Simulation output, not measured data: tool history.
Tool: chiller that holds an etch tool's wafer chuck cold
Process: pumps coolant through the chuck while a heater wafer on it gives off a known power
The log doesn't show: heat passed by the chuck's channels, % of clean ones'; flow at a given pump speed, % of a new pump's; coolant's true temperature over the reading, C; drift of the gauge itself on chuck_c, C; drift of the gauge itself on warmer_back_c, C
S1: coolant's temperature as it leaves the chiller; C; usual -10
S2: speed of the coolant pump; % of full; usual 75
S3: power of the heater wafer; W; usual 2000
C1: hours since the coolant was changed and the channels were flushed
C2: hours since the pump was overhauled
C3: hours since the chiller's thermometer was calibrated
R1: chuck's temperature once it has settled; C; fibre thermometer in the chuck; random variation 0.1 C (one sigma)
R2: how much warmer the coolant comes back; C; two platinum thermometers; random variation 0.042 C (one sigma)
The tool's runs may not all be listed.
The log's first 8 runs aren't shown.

| run | hour | S1 | S2 | S3 | C1 | C2 | C3 | R1 | R2 |
|---|---|---|---|---|---|---|---|---|---|
| 9 | 574.4 | -10 | 77 | 2000 | 182 | 4688 | 1365 | 10.3 | 9.51 |
| 10 | 699.1 | -10 | 77 | 2000 | 307 | 4813 | 1490 | 10.3 | 9.47 |
| 11 | 792.3 | -10 | 77 | 2000 | 400 | 4906 | 1583 | 10.5 | 9.43 |
| 12 | 908.7 | -10 | 77 | 2000 | 516 | 5022 | 1700 | 10.3 | 9.47 |
| 13 | 968.2 | -10 | 77 | 2000 | 576 | 5082 | 1759 | 10.2 | 9.47 |
| 14 | 1026.4 | -10 | 77 | 2000 | 634 | 5140 | 1817 | 10.4 | 9.51 |
| 15 | 1140.8 | -10 | 75 | 2000 | 748 | 5254 | 1932 | 10.8 | 9.68 |
| 16 | 1228.9 | -16 | 75 | 2000 | 836 | 5342 | 2020 | 4.8 | 9.85 |
| 17 | 1337.1 | -16 | 88 | 1514 | 945 | 5451 | 2128 | -2 | 6.27 |
| 18 | 1463.1 | -8 | 75 | 2000 | 1071 | 5577 | 2254 | 12.9 | 9.67 |
| 19 | 1564.3 | -8 | 79 | 2386 | 1172 | 5678 | 2355 | 15.8 | 11.08 |
| 20 | 1619.1 | -2 | 96 | 2371 | 1227 | 5733 | 2410 | 18.9 | 9.05 |
| 21 | 1717.9 | -2 | 96 | 2371 | 1325 | 5831 | 2509 | 18.9 | 9.04 |
| 22 | 1770 | -8 | 74 | 1174 | 1378 | 5884 | 2561 | 4.3 | 5.79 |
| 23 | 1865.4 | -6 | 75 | 2267 | 1473 | 5979 | 2656 | 17.6 | 10.96 |
| 24 | 1925.1 | -7 | 66 | 2000 | 1533 | 6039 | 2716 | 15.5 | 11.02 |
| 25 | 2024.4 | -7 | 66 | 2000 | 1632 | 6138 | 2815 | 15.5 | 10.98 |
| 26 | 2108.7 | -7 | 66 | 2000 | 1716 | 6222 | 2900 | 15.4 | 11.06 |
| 27 | 2203.6 | -18 | 84 | 2898 | 1811 | 6317 | 2995 | 9.9 | 12.62 |
| 28 | 2272.7 | -18 | 84 | 2898 | 1880 | 6386 | 3064 | 9.9 | 12.65 |
| 29 | 2342.6 | -9 | 73 | 2895 | 1950 | 6456 | 3134 | 21.7 | 14.5 |
| 30 | 2457.3 | 0 | 87 | 1292 | 2065 | 6571 | 3248 | 12.1 | 5.47 |
| 31 | 2514.9 | -14 | 91 | 2563 | 2122 | 6628 | 3306 | 9.4 | 10.28 |

Forecast each of these 4 alternatives for the next run:
|  | 2596.3 | chiller's thermometer calibrated |
| A | 2606.3 | -8 | 62 | 1803 | 2213 | 6719 | 10 | ? | ? |
|  | 2596.3 | chiller's thermometer calibrated |
| B | 2606.3 | -3 | 91 | 1702 | 2213 | 6719 | 10 | ? | ? |
|  | 2596.3 | chiller's thermometer calibrated |
| C | 2606.3 | -14 | 76 | 2563 | 2213 | 6719 | 10 | ? | ? |
|  | 2596.3 | chiller's thermometer calibrated |
| D | 2606.3 | -17 | 98 | 2000 | 2213 | 6719 | 10 | ? | ? |

| run | R1 | R2 |
|---|---|---|
| A | 13.2 | 10.56 |
| B | 12.7 | 6.89 |
| C | 12.4 | 12.28 |
| D | 0.5 | 7.5 |
Without the tool's hidden state the same runs would have given:
| run | R1 | R2 |
|---|---|---|
| A | 13.2 | 10.55 |
| B | 12.7 | 6.88 |
| C | 12.4 | 12.27 |
| D | 0.5 | 7.49 |
